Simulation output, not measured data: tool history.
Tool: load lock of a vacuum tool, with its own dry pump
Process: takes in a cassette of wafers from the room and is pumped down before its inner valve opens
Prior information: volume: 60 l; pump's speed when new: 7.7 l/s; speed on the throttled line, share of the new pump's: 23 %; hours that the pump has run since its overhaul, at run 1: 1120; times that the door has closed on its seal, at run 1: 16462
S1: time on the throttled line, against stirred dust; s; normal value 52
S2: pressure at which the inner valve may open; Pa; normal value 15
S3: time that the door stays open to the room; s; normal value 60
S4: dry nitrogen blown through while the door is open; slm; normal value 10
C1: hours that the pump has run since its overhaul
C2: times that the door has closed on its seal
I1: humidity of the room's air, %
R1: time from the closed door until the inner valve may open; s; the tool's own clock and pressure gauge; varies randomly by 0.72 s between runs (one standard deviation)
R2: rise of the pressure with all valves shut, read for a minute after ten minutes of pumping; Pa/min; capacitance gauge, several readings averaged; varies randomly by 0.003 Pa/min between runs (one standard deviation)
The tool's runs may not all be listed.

run	hour	S1	S2	S3	S4	C1	C2	I1	R1	R2
1	0	52	15	60	10	1120	16462	43.8	110.3	0.106
2	103.6	52	15	60	10	1224	16967	46	109.9	0.113
3	244.4	52	16	60	10	1364	17654	44.9	108.4	0.119
4	428	52	16	60	10	1548	18548	47.9	110	0.124
5	569.4	52	16	60	10	1689	19237	45.9	108.9	0.134
6	693.2	52	16	60	10	1813	19841	43.7	109.6	0.135
7	870.3	52	16	60	10	1990	20704	41.4	109.6	0.132
8	1013.8	52	16	27	10	2134	21404	44.5	109.7	0.142
9	1102.3	52	16	27	10	2222	21835	43.8	109.3	0.142
10	1252.7	52	16	27	10	2373	22568	46.9	110.1	0.143
11	1381.5	52	16	27	10	2501	23196	45.5	109.6	0.151
12	1543.5	80	25	58	8	2663	23986	44	126.8	0.167
13	1680.4	52	15	32	10	2800	24653	43	110.4	0.16
14	1826.1	52	15	32	10	2946	25363	43.4	110.5	0.171
15	1938.8	52	15	32	10	3059	25912	42.9	111.1	0.174
16	2078.2	52	16	60	9	3198	26592	45.4	110.2	0.193

Estimate the outcome of run 17 from the log above:
17	2228.9	39	15	28	10	3349	27326	44.3	?	?

{"run 17": {"R1": 101.9, "R2": 0.187}}
Minus the tool's unlogged condition, the same run would have read R1 99.7 s, R2 0.025 Pa/min.
